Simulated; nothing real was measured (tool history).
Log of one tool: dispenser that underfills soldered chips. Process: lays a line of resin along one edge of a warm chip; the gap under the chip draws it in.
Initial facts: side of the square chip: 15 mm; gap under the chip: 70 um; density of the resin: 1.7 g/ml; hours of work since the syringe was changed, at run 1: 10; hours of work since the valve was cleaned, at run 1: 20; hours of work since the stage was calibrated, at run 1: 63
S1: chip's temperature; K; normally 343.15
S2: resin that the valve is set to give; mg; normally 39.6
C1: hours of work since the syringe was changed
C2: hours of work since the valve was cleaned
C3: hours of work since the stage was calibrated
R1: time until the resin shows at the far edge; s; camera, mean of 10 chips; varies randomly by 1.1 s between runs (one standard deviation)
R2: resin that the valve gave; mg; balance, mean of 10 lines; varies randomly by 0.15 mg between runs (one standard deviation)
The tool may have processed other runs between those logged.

run,hour,S1,S2,C1,C2,C3,R1,R2
1,0.0,343.15,39.6,10,20,63,214.7,39.01
# hour 1.5: new syringe of resin
2,6.2,343.15,49.7,3,23,67,129.4,48.48
3,11.2,343.15,48.8,6,27,70,163.9,48.07
4,15.1,346.15,39.6,9,29,73,182.3,38.70
# hour 17.6: new syringe of resin
5,19.7,346.15,39.6,1,32,75,102.4,38.58
6,25.4,343.15,39.6,5,36,79,150.6,38.61
7,27.9,343.15,39.6,7,37,81,171.2,38.60
# hour 33.9: new syringe of resin
8,34.4,343.15,46.5,0,41,85,105.3,45.17
9,39.7,343.15,39.6,4,45,88,139.3,38.39
10,42.7,343.15,39.6,6,46,90,161.7,38.33
11,45.7,350.15,39.6,8,48,92,145.0,38.29
# hour 50.2: new syringe of resin
12,52.0,350.15,39.6,1,52,96,90.5,38.27
13,57.1,350.15,39.6,4,55,99,114.6,38.10
14,63.5,331.15,39.6,9,60,103,309.9,37.97
# hour 66.3: new syringe of resin
15,69.3,331.15,39.6,2,63,107,188.7,37.80
16,73.0,343.15,50.8,4,65,109,141.4,48.15
17,76.6,331.15,50.8,7,68,111,258.9,48.92
18,79.7,343.15,39.6,9,70,113,199.2,37.82
# hour 82.4: new syringe of resin
19,84.4,337.15,38.4,1,73,116,142.9,36.44
20,89.5,353.15,47.1,5,76,119,101.7,44.64
21,94.8,339.15,46.5,8,79,123,211.9,43.74
22,97.9,334.15,40.1,10,81,125,303.4,37.92
# hour 98.8: new syringe of resin
23,102.7,332.15,39.6,2,84,128,188.5,37.18
24,108.3,332.15,39.6,6,88,131,248.4,36.86
# hour 111.5: dispensing valve cleaned and set on the balance
25,115.2,338.15,39.6,10,2,135,265.3,39.37
# hour 115.9: new syringe of resin
26,119.0,350.15,39.6,2,5,137,92.7,39.57
27,123.2,345.15,43.5,5,7,140,133.2,43.31
28,129.4,340.15,39.3,9,11,144,222.0,39.26
# hour 132.3: new syringe of resin
29,134.8,343.15,46.0,2,15,147,113.1,45.55
30,138.1,356.15,39.6,4,17,149,86.4,39.42
31,141.0,339.15,46.0,6,19,151,177.6,45.29
32,144.6,353.15,47.4,8,21,153,130.0,46.78
33,147.7,345.15,40.8,10,23,155,203.8,40.26
# hour 148.6: new syringe of resin
34,152.0,331.15,38.8,2,25,158,185.4,38.09
35,157.5,344.15,47.9,6,29,161,153.0,46.97

5 ways to go on from here, each from the tool as it stands after run 35. What would each give?
A,161.9,357.15,37.6,9,32,164,?,?
B,161.9,331.15,42.1,9,32,164,?,?
C,161.9,343.15,44.8,9,32,164,?,?
D,161.9,331.15,46.5,9,32,164,?,?
E,161.9,342.15,35.9,9,32,164,?,?

run,R1,R2
A,122.3,37.00
B,301.2,41.31
C,192.0,43.74
D,300.5,45.82
E,209.6,35.02
Stripped of hidden state, with their random variation kept, the same runs would have yielded:
run,R1,R2
A,64.1,37.82
B,159.2,42.23
C,101.1,44.71
D,159.1,46.83
E,110.4,35.80
